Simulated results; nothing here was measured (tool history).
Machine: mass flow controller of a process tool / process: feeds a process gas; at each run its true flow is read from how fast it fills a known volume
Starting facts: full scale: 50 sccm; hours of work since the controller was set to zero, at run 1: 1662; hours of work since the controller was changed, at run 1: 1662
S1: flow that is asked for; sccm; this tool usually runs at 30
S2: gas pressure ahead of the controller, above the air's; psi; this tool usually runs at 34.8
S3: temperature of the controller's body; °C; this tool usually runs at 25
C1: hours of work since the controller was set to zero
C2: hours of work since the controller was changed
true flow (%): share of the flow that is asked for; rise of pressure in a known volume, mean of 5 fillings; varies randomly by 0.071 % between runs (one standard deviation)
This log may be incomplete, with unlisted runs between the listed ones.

run 1 hour=0 | S1=30 S2=34.8 S3=25 | C1=1662 C2=1662 | true_flow_(%)=99.68
run 2 hour=220.8 | S1=35 S2=34.8 S3=25 | C1=1755 C2=1755 | true_flow_(%)=99.98
run 3 hour=466.4 | S1=35 S2=34.8 S3=25 | C1=1859 C2=1859 | true_flow_(%)=99.87
run 4 hour=708.2 | S1=35 S2=34.8 S3=25 | C1=1961 C2=1961 | true_flow_(%)=99.78
run 5 hour=1018.9 | S1=30 S2=20.7 S3=25 | C1=2093 C2=2093 | true_flow_(%)=99.43
run 6 hour=1179.4 | S1=6 S2=34.8 S3=25 | C1=2161 C2=2161 | true_flow_(%)=95.94
run 7 hour=1493 | S1=6 S2=34.8 S3=25 | C1=2294 C2=2294 | true_flow_(%)=95.86
run 8 hour=1745.2 | S1=6 S2=34.8 S3=25 | C1=2400 C2=2400 | true_flow_(%)=95.6
run 9 hour=1935.1 | S1=6 S2=34.8 S3=25 | C1=2481 C2=2481 | true_flow_(%)=95.54
run 10 hour=2232 | S1=30 S2=34.8 S3=22 | C1=2606 C2=2606 | true_flow_(%)=99.58
run 11 hour=2405.9 | S1=30 S2=34.8 S3=22 | C1=2680 C2=2680 | true_flow_(%)=99.57
run 12 hour=2680.4 | S1=30 S2=34.8 S3=38 | C1=2796 C2=2796 | true_flow_(%)=100.85
run 13 hour=2855.4 | S1=30 S2=34.8 S3=38 | C1=2870 C2=2870 | true_flow_(%)=101
run 14 hour=3125.2 | S1=30 S2=34.8 S3=38 | C1=2984 C2=2984 | true_flow_(%)=100.95
run 15 hour=3391.9 | S1=30 S2=34.8 S3=38 | C1=3097 C2=3097 | true_flow_(%)=101.06
run 16 hour=3699.7 | S1=30 S2=24.7 S3=25 | C1=3227 C2=3227 | true_flow_(%)=99.8
run 17 hour=3880.7 | S1=30 S2=24.7 S3=25 | C1=3304 C2=3304 | true_flow_(%)=99.79
run 18 hour=4089 | S1=30 S2=34.8 S3=34 | C1=3392 C2=3392 | true_flow_(%)=100.74
run 19 hour=4295.2 | S1=30 S2=34.8 S3=34 | C1=3479 C2=3479 | true_flow_(%)=100.68
run 20 hour=4497.6 | S1=30 S2=34.8 S3=25 | C1=3565 C2=3565 | true_flow_(%)=100.04
run 21 hour=4816.9 | S1=30 S2=34.8 S3=25 | C1=3700 C2=3700 | true_flow_(%)=100.07
run 22 hour=5149.3 | S1=30 S2=34.8 S3=25 | C1=3841 C2=3841 | true_flow_(%)=100.19
run 23 hour=5369.4 | S1=30 S2=34.8 S3=25 | C1=3934 C2=3934 | true_flow_(%)=100.06
run 24 hour=5665.9 | S1=30 S2=34.8 S3=25 | C1=4059 C2=4059 | true_flow_(%)=100.02
run 25 hour=5836.3 | S1=8 S2=37.1 S3=29 | C1=4131 C2=4131 | true_flow_(%)=95.97
run 26 hour=6109.4 | S1=6 S2=32.2 S3=21 | C1=4247 C2=4247 | true_flow_(%)=93.19
run 27 hour=6250.8 | S1=30 S2=27.4 S3=25 | C1=4307 C2=4307 | true_flow_(%)=99.94
run 28 hour=6508.8 | S1=20 S2=27.4 S3=25 | C1=4416 C2=4416 | true_flow_(%)=98.95
run 29 hour=6773.2 | S1=37 S2=23.5 S3=26 | C1=4528 C2=4528 | true_flow_(%)=100.56
run 30 hour=6938.3 | S1=8 S2=22.8 S3=29 | C1=4598 C2=4598 | true_flow_(%)=95.22
run 31 hour=7262.4 | S1=8 S2=22.8 S3=29 | C1=4735 C2=4735 | true_flow_(%)=95.06
run 32 hour=7402.5 | S1=9 S2=27.4 S3=25 | C1=4794 C2=4794 | true_flow_(%)=95.6
run 33 hour=7679.8 | S1=30 S2=37.7 S3=23 | C1=4912 C2=4912 | true_flow_(%)=100.27
run 34 hour=7989.6 | S1=20 S2=27 S3=23 | C1=5043 C2=5043 | true_flow_(%)=98.77
run 35 hour=8329.1 | S1=20 S2=27 S3=25 | C1=5186 C2=5186 | true_flow_(%)=98.92
run 36 hour=8575.4 | S1=20 S2=27 S3=25 | C1=5291 C2=5291 | true_flow_(%)=99.06
run 37 hour=8820.5 | S1=20 S2=27 S3=25 | C1=5394 C2=5394 | true_flow_(%)=99
run 38 hour=9010.9 | S1=20 S2=27 S3=25 | C1=5475 C2=5475 | true_flow_(%)=98.84
run 39 hour=9150.2 | S1=20 S2=27 S3=25 | C1=5534 C2=5534 | true_flow_(%)=98.89
run 40 hour=9332.3 | S1=7 S2=34.8 S3=21 | C1=5611 C2=5611 | true_flow_(%)=93.08
-- hour=9467.5 controller exchanged for a calibrated one
run 41 hour=9666.2 | S1=7 S2=34.8 S3=21 | C1=84 C2=84 | true_flow_(%)=97.94
run 42 hour=9872.5 | S1=30 S2=31.2 S3=31 | C1=171 C2=171 | true_flow_(%)=99.7
run 43 hour=10158.5 | S1=30 S2=31.2 S3=31 | C1=292 C2=292 | true_flow_(%)=99.71
run 44 hour=10307.3 | S1=30 S2=34.5 S3=32 | C1=355 C2=355 | true_flow_(%)=99.93
run 45 hour=10566.4 | S1=34 S2=32.9 S3=36 | C1=465 C2=465 | true_flow_(%)=100.42
run 46 hour=10782.1 | S1=17 S2=38.4 S3=34 | C1=556 C2=556 | true_flow_(%)=99.58
run 47 hour=11068.3 | S1=6 S2=34.8 S3=25 | C1=677 C2=677 | true_flow_(%)=97.53
run 48 hour=11398.8 | S1=22 S2=24.5 S3=25 | C1=817 C2=817 | true_flow_(%)=98.88

3 ways to go on from here, each from the tool as it stands after run 48. What would each give?
run A hour=11727.1 | S1=30 S2=31.5 S3=25 | C1=956 C2=956 | true_flow_(%)=?
run B hour=11727.1 | S1=30 S2=24.7 S3=25 | C1=956 C2=956 | true_flow_(%)=?
run C hour=11727.1 | S1=14 S2=24.5 S3=25 | C1=956 C2=956 | true_flow_(%)=?

run=A true_flow_(%)=99.44
run=B true_flow_(%)=99.13
run=C true_flow_(%)=98.33
Without the tool's unlogged condition, the same runs would have read:
run=A true_flow_(%)=99.47
run=B true_flow_(%)=99.16
run=C true_flow_(%)=98.77

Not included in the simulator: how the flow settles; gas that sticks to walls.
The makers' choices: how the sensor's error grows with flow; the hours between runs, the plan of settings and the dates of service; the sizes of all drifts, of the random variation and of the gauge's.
